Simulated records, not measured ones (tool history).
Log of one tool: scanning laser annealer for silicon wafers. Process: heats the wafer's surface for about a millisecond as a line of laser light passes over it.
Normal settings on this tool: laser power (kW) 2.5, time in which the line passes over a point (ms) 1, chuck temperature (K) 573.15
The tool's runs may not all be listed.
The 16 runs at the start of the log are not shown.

run	hour	laser power (kW)	time in which the line passes over a point (ms)	chuck temperature (K)	hours of work since the window was cleaned	hours of work since the power meter was calibrated	hours of work since the optics were aligned	highest temperature of the surface (K)
17	263.3	2.5	1	542.15	735	485	332	1216.15
18	282.8	2.5	1	542.15	746	496	343	1217.15
19	303.7	2.5	1	573.15	758	507	355	1247.15
20	324.4	2.5	1	573.15	769	519	366	1245.15
21	336.9	2.5	1	573.15	776	526	373	1244.15
22	350.2	2.466	0.92	560.15	784	533	381	1191.15
23	364	2.466	0.92	560.15	791	541	389	1189.15
24	374.3	2.44	0.71	554.15	797	547	394	1090.15
25	396	2.44	0.71	554.15	809	559	406	1092.15
26	416.5	2.556	0.72	554.15	820	570	418	1124.15
27	428.2	2.556	0.72	544.15	827	577	424	1115.15
28	444.6	2.556	0.72	544.15	836	586	433	1115.15
29	454.2	2.245	1.09	579.15	841	591	439	1194.15
30	465.1	2.238	1	573.15	848	597	445	1159.15
31	475.3	2.25	0.86	573.15	853	603	451	1113.15
32	488.2	2.329	0.96	564.15	860	610	458	1161.15
33	497.4	2.748	1.06	564.15	866	615	463	1339.15
34	516	2.265	0.91	564.15	876	626	473	1128.15
35	532.5	2.442	0.91	564.15	885	635	482	1179.15
36	554.5	2.442	0.91	564.15	897	647	495	1176.15
37	576.6	2.442	0.91	564.15	910	659	507	1178.15
38	598.3	2.39	1.05	590.15	922	672	519	1239.15
39	608.2	2.39	1.2	590.15	927	677	525	1291.15
40	624	2.5	0.82	613.15	936	686	533	1209.15
41	641.3	2.5	0.82	613.15	946	696	543	1208.15

Each row is a separate what-if for the run after 41, all from the same tool condition, not one after another. Results?
A	650.4	2.16	1	548.15	951	701	548	?
B	650.4	2.714	0.88	604.15	951	701	548	?
C	650.4	2.639	0.93	613.15	951	701	548	?
D	650.4	2.212	0.82	592.15	951	701	548	?

run	highest temperature of the surface (K)
A	1108.15
B	1286.15
C	1293.15
D	1103.15
Had the tool no hidden state, the same runs would have come out as:
run	highest temperature of the surface (K)
A	1140.15
B	1325.15
C	1332.15
D	1132.15
